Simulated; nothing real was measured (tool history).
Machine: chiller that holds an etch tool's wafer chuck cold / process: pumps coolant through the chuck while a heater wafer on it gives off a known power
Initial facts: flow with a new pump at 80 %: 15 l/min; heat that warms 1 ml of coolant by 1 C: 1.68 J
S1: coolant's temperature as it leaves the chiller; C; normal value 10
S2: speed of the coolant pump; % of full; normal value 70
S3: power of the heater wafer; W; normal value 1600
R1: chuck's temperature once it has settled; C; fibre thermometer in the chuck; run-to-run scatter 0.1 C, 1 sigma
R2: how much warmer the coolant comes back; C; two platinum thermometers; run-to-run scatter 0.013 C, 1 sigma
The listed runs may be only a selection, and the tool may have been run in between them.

run,hour,S1,S2,S3,R1,R2
1,0.0,10,70,1600,29.7,4.51
2,96.7,10,70,1600,29.8,4.52
3,147.9,10,70,1600,29.9,4.54
4,209.8,10,63,1600,32.1,5.08
5,290.3,10,63,1600,32.2,5.08
6,356.4,10,63,1600,32.1,5.10
# hour 373.6: chiller's thermometer calibrated
# hour 406.6: coolant changed, channels flushed
7,476.3,10,63,1600,28.8,5.09
8,568.9,0,70,1600,17.0,4.55
9,636.8,10,70,2126,32.8,6.08
10,753.4,10,70,2126,32.9,6.07
11,867.5,10,70,1600,27.2,4.57
# hour 881.3: coolant pump overhauled
12,981.3,10,70,1600,27.6,4.62
13,1098.3,10,70,1600,27.7,4.65
14,1204.5,9,70,1600,26.6,4.63
15,1276.7,8,67,891,18.4,2.70
16,1373.0,1,70,2256,26.3,6.57
17,1448.2,20,100,1370,30.9,2.76
18,1506.1,20,100,1370,31.1,2.74
# hour 1548.6: coolant pump overhauled, once more
19,1596.0,20,100,1370,30.3,2.55
20,1664.8,20,100,1370,30.5,2.55
21,1770.9,20,100,1370,30.6,2.57
22,1885.2,16,92,1370,27.6,2.82
23,1939.9,16,92,1370,27.6,2.81
24,2009.9,16,92,1218,26.3,2.50
25,2066.5,20,63,1600,39.6,4.97
26,2124.4,20,63,1600,39.4,4.93
27,2208.2,19,70,1104,31.1,3.05

Measured minus without-hidden-state, run by run (identical run-to-run variation in each term; gauge scatter may differ):
Unlogged tool condition in this case: heat passed by the chuck's channels, % of clean ones'; flow at a given pump speed, % of a new pump's; coolant's true temperature over the reading, C; drift of the gauge itself on chuck_c, C; drift of the gauge itself on warmer_back_c, C.
run,R1,R2
1,+3.3,+0.14
2,+3.4,+0.15
3,+3.5,+0.15
4,+3.8,+0.17
5,+3.9,+0.17
6,+4.1,+0.18
7,+0.5,+0.19
8,+0.6,+0.17
9,+0.9,+0.23
10,+1.1,+0.24
11,+0.9,+0.19
12,+1.2,+0.26
13,+1.2,+0.26
14,+1.4,+0.27
15,+0.8,+0.16
16,+2.1,+0.39
17,+0.9,+0.17
18,+1.0,+0.16
19,+0.4,+0.00
20,+0.5,+0.00
21,+0.6,+0.00
22,+0.7,+0.00
23,+0.7,+0.01
24,+0.7,+0.01
25,+1.3,+0.03
26,+1.2,+0.02
27,+0.9,+0.02

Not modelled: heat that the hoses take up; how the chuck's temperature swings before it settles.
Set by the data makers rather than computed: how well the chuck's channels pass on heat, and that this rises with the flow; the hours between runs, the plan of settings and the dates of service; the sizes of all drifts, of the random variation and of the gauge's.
